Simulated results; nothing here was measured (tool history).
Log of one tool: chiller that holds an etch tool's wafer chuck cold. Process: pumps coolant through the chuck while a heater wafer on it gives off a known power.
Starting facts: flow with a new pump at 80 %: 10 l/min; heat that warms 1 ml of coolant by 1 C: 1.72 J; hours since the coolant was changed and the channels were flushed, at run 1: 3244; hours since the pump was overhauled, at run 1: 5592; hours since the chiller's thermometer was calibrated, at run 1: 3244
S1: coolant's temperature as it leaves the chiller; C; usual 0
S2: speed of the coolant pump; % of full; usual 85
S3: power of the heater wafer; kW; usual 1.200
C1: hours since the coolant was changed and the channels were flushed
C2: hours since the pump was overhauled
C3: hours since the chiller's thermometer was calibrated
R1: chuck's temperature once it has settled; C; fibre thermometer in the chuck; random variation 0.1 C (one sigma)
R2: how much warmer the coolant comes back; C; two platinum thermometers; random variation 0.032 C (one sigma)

run 1 day=0.000 | S1=0 S2=85 S3=1.200 | C1=3244 C2=5592 C3=3244 | R1=7.6 R2=3.96
run 2 day=5.762 | S1=0 S2=85 S3=1.200 | C1=3383 C2=5730 C3=3383 | R1=7.3 R2=3.94
run 3 day=9.029 | S1=0 S2=85 S3=1.200 | C1=3461 C2=5809 C3=3461 | R1=7.6 R2=3.88
run 4 day=16.504 | S1=0 S2=85 S3=1.503 | C1=3641 C2=5988 C3=3641 | R1=9.4 R2=4.92
run 5 day=24.354 | S1=0 S2=85 S3=1.503 | C1=3829 C2=6176 C3=3829 | R1=9.5 R2=4.94
-- day=27.375 coolant pump overhauled
run 6 day=29.062 | S1=0 S2=85 S3=1.200 | C1=3937 C2=41 C3=3937 | R1=7.3 R2=3.93
run 7 day=32.562 | S1=0 S2=85 S3=1.200 | C1=4021 C2=125 C3=4021 | R1=7.6 R2=3.88
run 8 day=38.054 | S1=0 S2=85 S3=1.200 | C1=4153 C2=256 C3=4153 | R1=7.5 R2=3.89
run 9 day=45.050 | S1=0 S2=85 S3=1.200 | C1=4321 C2=424 C3=4321 | R1=7.5 R2=3.94
-- day=46.154 coolant changed, channels flushed
-- day=46.196 chiller's thermometer calibrated
run 10 day=50.162 | S1=0 S2=85 S3=1.200 | C1=95 C2=540 C3=95 | R1=7.3 R2=3.98
run 11 day=56.404 | S1=0 S2=85 S3=1.200 | C1=245 C2=690 C3=245 | R1=7.4 R2=3.95
run 12 day=60.925 | S1=0 S2=85 S3=1.200 | C1=353 C2=798 C3=353 | R1=7.4 R2=3.94
run 13 day=68.388 | S1=0 S2=85 S3=1.200 | C1=533 C2=977 C3=533 | R1=7.3 R2=3.90
run 14 day=72.542 | S1=0 S2=85 S3=1.200 | C1=632 C2=1077 C3=632 | R1=7.5 R2=3.96
run 15 day=79.742 | S1=0 S2=85 S3=1.200 | C1=805 C2=1250 C3=805 | R1=7.2 R2=3.93
run 16 day=85.412 | S1=3 S2=85 S3=1.200 | C1=941 C2=1386 C3=941 | R1=10.5 R2=3.92
run 17 day=90.125 | S1=3 S2=85 S3=1.200 | C1=1054 C2=1499 C3=1054 | R1=10.5 R2=3.92
run 18 day=97.883 | S1=7 S2=69 S3=1.374 | C1=1240 C2=1685 C3=1240 | R1=17.6 R2=5.64
run 19 day=103.554 | S1=-6 S2=82 S3=0.979 | C1=1377 C2=1821 C3=1377 | R1=0.3 R2=3.36
run 20 day=110.008 | S1=-8 S2=87 S3=1.200 | C1=1531 C2=1976 C3=1531 | R1=-0.6 R2=3.81
run 21 day=117.800 | S1=-8 S2=87 S3=1.200 | C1=1719 C2=2163 C3=1719 | R1=-0.7 R2=3.80
run 22 day=125.850 | S1=-8 S2=87 S3=1.200 | C1=1912 C2=2356 C3=1912 | R1=-0.7 R2=3.81
run 23 day=131.546 | S1=-8 S2=85 S3=1.081 | C1=2048 C2=2493 C3=2048 | R1=-1.3 R2=3.53
run 24 day=136.642 | S1=-5 S2=79 S3=0.715 | C1=2171 C2=2615 C3=2171 | R1=-0.3 R2=2.58
run 25 day=143.008 | S1=-8 S2=100 S3=0.607 | C1=2323 C2=2768 C3=2323 | R1=-4.8 R2=1.63
run 26 day=148.821 | S1=7 S2=95 S3=1.470 | C1=2463 C2=2908 C3=2463 | R1=15.1 R2=4.25
run 27 day=156.012 | S1=-5 S2=85 S3=1.200 | C1=2636 C2=3080 C3=2636 | R1=2.5 R2=3.94
run 28 day=160.879 | S1=-5 S2=85 S3=1.200 | C1=2752 C2=3197 C3=2752 | R1=2.5 R2=3.94

The next listed run, before its measurement:
run 29 day=167.750 | S1=-5 S2=95 S3=1.444 | C1=2917 C2=3362 C3=2917 | R1=? R2=?

{"run 29": {"R1": 3.1, "R2": 4.16}}
Without the tool's hidden state the same run would have given R1 3.1 C, R2 4.15 C.
